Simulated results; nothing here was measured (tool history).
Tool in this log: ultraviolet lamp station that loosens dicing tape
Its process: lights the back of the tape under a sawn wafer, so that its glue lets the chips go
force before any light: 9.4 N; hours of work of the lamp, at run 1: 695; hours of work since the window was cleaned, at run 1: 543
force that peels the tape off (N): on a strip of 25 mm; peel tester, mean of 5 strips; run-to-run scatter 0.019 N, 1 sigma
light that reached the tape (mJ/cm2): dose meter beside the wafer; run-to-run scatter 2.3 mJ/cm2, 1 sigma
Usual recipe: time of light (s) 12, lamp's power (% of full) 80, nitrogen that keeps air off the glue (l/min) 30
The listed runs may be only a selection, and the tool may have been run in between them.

run	hour	time of light (s)	lamp's power (% of full)	nitrogen that keeps air off the glue (l/min)	hours of work of the lamp	hours of work since the window was cleaned	force that peels the tape off (N)	light that reached the tape (mJ/cm2)
1	0.0	12	80	30	695	543	0.943	231
2	40.8	12	80	30	726	574	0.913	233
# hour 74.0: window cleaned of glue's vapour
3	88.1	12	80	30	762	11	0.909	232
4	120.0	12	80	30	786	35	0.915	231
5	154.2	12	80	30	812	61	0.911	224
6	197.0	12	61	30	844	93	1.560	177
# hour 236.6: lamp changed
7	244.6	12	80	25	6	129	1.027	229
8	298.1	12	80	25	47	169	1.032	229
9	357.0	12	80	25	91	214	1.010	231
10	388.1	12	80	25	115	237	0.996	230
11	446.2	12	80	25	159	281	0.955	225
12	508.0	12	80	37	206	328	0.847	227
13	536.3	12	80	37	227	350	0.808	228
14	568.8	12	80	37	252	374	0.811	226
15	609.6	12	80	37	283	405	0.818	230
16	657.2	12	80	37	319	441	0.840	227
17	709.2	12	80	37	358	481	0.826	225
18	742.6	12	80	37	384	506	0.833	229
19	773.2	12	80	18	407	529	1.210	231
20	812.7	12	80	18	437	559	1.260	228
21	862.7	12	80	18	475	597	1.219	230
# hour 866.9: window cleaned of glue's vapour
22	890.7	12	76	9	496	18	1.992	219
23	918.8	12	76	58	517	39	0.774	218
24	949.8	12	82	13	540	63	1.381	238
25	995.0	23	61	13	575	97	0.673	332
26	1044.1	23	61	13	612	134	0.702	331
27	1108.6	12	97	13	661	183	1.052	276
28	1171.1	7	64	12	708	231	3.982	106
29	1216.7	11	91	29	743	265	0.837	233
30	1275.8	12	80	33	788	310	0.890	227
31	1330.0	10	80	9	829	351	2.261	191
32	1374.8	12	80	33	863	385	0.852	231
# hour 1389.7: lamp changed
33	1413.1	9	99	33	18	413	1.041	213
34	1460.0	9	99	33	53	449	0.988	214
35	1490.6	9	99	33	77	472	1.015	210
36	1545.9	9	99	33	119	514	1.022	215
37	1607.3	9	99	33	165	561	0.998	215
38	1651.0	18	68	14	198	594	0.884	287
# hour 1660.6: window cleaned of glue's vapour
39	1697.5	18	68	14	233	28	0.927	290
40	1757.1	21	68	30	278	73	0.385	342
41	1802.5	19	75	58	313	108	0.285	342
42	1868.2	12	80	41	362	157	0.773	232

4 options for the next run, each taken on its own from the tool as it stands now. Forecast them:
A	1924.2	19	64	15	405	200	?	?
B	1924.2	12	92	26	405	200	?	?
C	1924.2	8	80	41	405	200	?	?
D	1924.2	12	80	45	405	200	?	?

run	force that peels the tape off (N)	light that reached the tape (mJ/cm2)
A	0.832	289
B	0.735	267
C	1.716	152
D	0.744	230
With the hidden condition removed and each run's random variation left untouched, the same runs would have given:
run	force that peels the tape off (N)	light that reached the tape (mJ/cm2)
A	0.828	290
B	0.731	267
C	1.710	152
D	0.741	230

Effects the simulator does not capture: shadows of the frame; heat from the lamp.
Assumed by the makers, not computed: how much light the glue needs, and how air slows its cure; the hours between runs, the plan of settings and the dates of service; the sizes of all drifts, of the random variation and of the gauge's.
